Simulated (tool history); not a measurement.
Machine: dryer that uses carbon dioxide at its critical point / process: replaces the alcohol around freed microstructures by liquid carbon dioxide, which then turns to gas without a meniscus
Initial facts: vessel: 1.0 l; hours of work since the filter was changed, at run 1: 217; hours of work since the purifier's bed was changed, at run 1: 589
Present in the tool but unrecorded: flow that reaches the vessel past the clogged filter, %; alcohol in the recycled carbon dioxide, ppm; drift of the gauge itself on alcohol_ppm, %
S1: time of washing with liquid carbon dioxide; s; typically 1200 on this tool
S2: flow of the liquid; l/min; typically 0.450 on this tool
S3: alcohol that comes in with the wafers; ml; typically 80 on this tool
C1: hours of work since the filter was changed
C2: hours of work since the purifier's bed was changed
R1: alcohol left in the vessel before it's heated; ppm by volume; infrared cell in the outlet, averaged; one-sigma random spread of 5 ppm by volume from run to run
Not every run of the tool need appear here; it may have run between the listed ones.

{"run": 1, "hour": 0.0, "S1": 1200, "S2": 0.45, "S3": 80, "C1": 217, "C2": 589, "R1": 227}
{"run": 2, "hour": 20.5, "S1": 1200, "S2": 0.344, "S3": 80, "C1": 231, "C2": 603, "R1": 441}
{"run": 3, "hour": 37.9, "S1": 1200, "S2": 0.344, "S3": 80, "C1": 243, "C2": 616, "R1": 436}
{"run": 4, "hour": 54.3, "S1": 1200, "S2": 0.344, "S3": 80, "C1": 255, "C2": 627, "R1": 459}
{"run": 5, "hour": 71.3, "S1": 840, "S2": 0.45, "S3": 80, "C1": 267, "C2": 639, "R1": 656}
{"run": 6, "hour": 96.9, "S1": 1200, "S2": 0.45, "S3": 80, "C1": 285, "C2": 657, "R1": 260}
{"run": 7, "hour": 111.2, "S1": 1200, "S2": 0.45, "S3": 80, "C1": 295, "C2": 667, "R1": 266}
{"run": 8, "hour": 122.8, "S1": 1200, "S2": 0.45, "S3": 80, "C1": 303, "C2": 675, "R1": 269}
{"run": 9, "hour": 136.7, "S1": 1200, "S2": 0.45, "S3": 80, "C1": 313, "C2": 685, "R1": 272}
{"hour": 144.7, "done": "purifier's bed changed"}
{"run": 10, "hour": 165.7, "S1": 1200, "S2": 0.45, "S3": 80, "C1": 331, "C2": 15, "R1": 64}
{"run": 11, "hour": 184.9, "S1": 1200, "S2": 0.45, "S3": 80, "C1": 344, "C2": 28, "R1": 75}
{"run": 12, "hour": 205.2, "S1": 1200, "S2": 0.45, "S3": 80, "C1": 359, "C2": 43, "R1": 78}
{"run": 13, "hour": 232.2, "S1": 1200, "S2": 0.45, "S3": 80, "C1": 378, "C2": 61, "R1": 75}
{"run": 14, "hour": 260.6, "S1": 1200, "S2": 0.437, "S3": 80, "C1": 398, "C2": 81, "R1": 108}
{"run": 15, "hour": 282.9, "S1": 1200, "S2": 0.437, "S3": 80, "C1": 413, "C2": 97, "R1": 116}
{"run": 16, "hour": 301.8, "S1": 1200, "S2": 0.437, "S3": 80, "C1": 427, "C2": 110, "R1": 117}
{"run": 17, "hour": 319.2, "S1": 1200, "S2": 0.437, "S3": 80, "C1": 439, "C2": 123, "R1": 123}
{"run": 18, "hour": 337.1, "S1": 1200, "S2": 0.437, "S3": 80, "C1": 451, "C2": 135, "R1": 134}
{"run": 19, "hour": 358.7, "S1": 1200, "S2": 0.45, "S3": 48, "C1": 466, "C2": 150, "R1": 97}
{"run": 20, "hour": 372.2, "S1": 1200, "S2": 0.45, "S3": 48, "C1": 476, "C2": 160, "R1": 96}
{"run": 21, "hour": 399.6, "S1": 1200, "S2": 0.45, "S3": 48, "C1": 495, "C2": 179, "R1": 106}
{"run": 22, "hour": 418.1, "S1": 1200, "S2": 0.45, "S3": 48, "C1": 508, "C2": 192, "R1": 99}
{"run": 23, "hour": 434.3, "S1": 1200, "S2": 0.45, "S3": 80, "C1": 520, "C2": 203, "R1": 142}
{"run": 24, "hour": 445.9, "S1": 1020, "S2": 0.45, "S3": 107, "C1": 528, "C2": 212, "R1": 367}
{"hour": 448.1, "done": "inlet filter changed"}
{"run": 25, "hour": 475.3, "S1": 1200, "S2": 0.45, "S3": 61, "C1": 19, "C2": 232, "R1": 102}
{"run": 26, "hour": 499.9, "S1": 1320, "S2": 0.45, "S3": 61, "C1": 36, "C2": 249, "R1": 81}
{"run": 27, "hour": 512.2, "S1": 1260, "S2": 0.349, "S3": 54, "C1": 45, "C2": 257, "R1": 162}
{"run": 28, "hour": 524.0, "S1": 1620, "S2": 0.442, "S3": 80, "C1": 53, "C2": 266, "R1": 91}
{"run": 29, "hour": 540.9, "S1": 1620, "S2": 0.442, "S3": 80, "C1": 65, "C2": 278, "R1": 84}
{"run": 30, "hour": 567.4, "S1": 1620, "S2": 0.442, "S3": 80, "C1": 84, "C2": 296, "R1": 101}
{"run": 31, "hour": 592.0, "S1": 1620, "S2": 0.442, "S3": 80, "C1": 101, "C2": 314, "R1": 106}
{"run": 32, "hour": 617.7, "S1": 1620, "S2": 0.442, "S3": 80, "C1": 119, "C2": 332, "R1": 103}
{"run": 33, "hour": 637.4, "S1": 1620, "S2": 0.442, "S3": 80, "C1": 133, "C2": 345, "R1": 110}
{"run": 34, "hour": 653.7, "S1": 1620, "S2": 0.442, "S3": 80, "C1": 144, "C2": 357, "R1": 121}
{"run": 35, "hour": 677.7, "S1": 780, "S2": 0.27, "S3": 83, "C1": 161, "C2": 374, "R1": 3940}
{"run": 36, "hour": 699.4, "S1": 1200, "S2": 0.66, "S3": 80, "C1": 177, "C2": 389, "R1": 123}
{"run": 37, "hour": 716.6, "S1": 840, "S2": 0.342, "S3": 80, "C1": 189, "C2": 401, "R1": 1475}
{"run": 38, "hour": 741.2, "S1": 1020, "S2": 0.342, "S3": 47, "C1": 206, "C2": 418, "R1": 453}
{"run": 39, "hour": 757.7, "S1": 1320, "S2": 0.328, "S3": 80, "C1": 218, "C2": 430, "R1": 311}
{"run": 40, "hour": 774.0, "S1": 1500, "S2": 0.573, "S3": 111, "C1": 229, "C2": 441, "R1": 136}
{"run": 41, "hour": 797.1, "S1": 1500, "S2": 0.327, "S3": 111, "C1": 245, "C2": 458, "R1": 254}
{"run": 42, "hour": 816.7, "S1": 1200, "S2": 0.327, "S3": 52, "C1": 259, "C2": 471, "R1": 372}
{"run": 43, "hour": 830.2, "S1": 1200, "S2": 0.418, "S3": 34, "C1": 268, "C2": 481, "R1": 182}
{"run": 44, "hour": 847.2, "S1": 1260, "S2": 0.4, "S3": 50, "C1": 280, "C2": 493, "R1": 196}
{"run": 45, "hour": 869.0, "S1": 960, "S2": 0.396, "S3": 71, "C1": 296, "C2": 508, "R1": 555}
{"run": 46, "hour": 897.3, "S1": 960, "S2": 0.396, "S3": 71, "C1": 316, "C2": 528, "R1": 544}

3 options for the next run, each taken on its own from the tool as it stands now. Forecast them:
{"run": "A", "hour": 922.6, "S1": 960, "S2": 0.491, "S3": 83, "C1": 333, "C2": 546, "R1": "?"}
{"run": "B", "hour": 922.6, "S1": 1740, "S2": 0.396, "S3": 71, "C1": 333, "C2": 546, "R1": "?"}
{"run": "C", "hour": 922.6, "S1": 1020, "S2": 0.45, "S3": 71, "C1": 333, "C2": 546, "R1": "?"}

run=A R1=326
run=B R1=182
run=C R1=316
The same runs, with their run-to-run variation unchanged, on a tool lacking any hidden condition would have given:
run=A R1=99
run=B R1=15
run=C R1=96

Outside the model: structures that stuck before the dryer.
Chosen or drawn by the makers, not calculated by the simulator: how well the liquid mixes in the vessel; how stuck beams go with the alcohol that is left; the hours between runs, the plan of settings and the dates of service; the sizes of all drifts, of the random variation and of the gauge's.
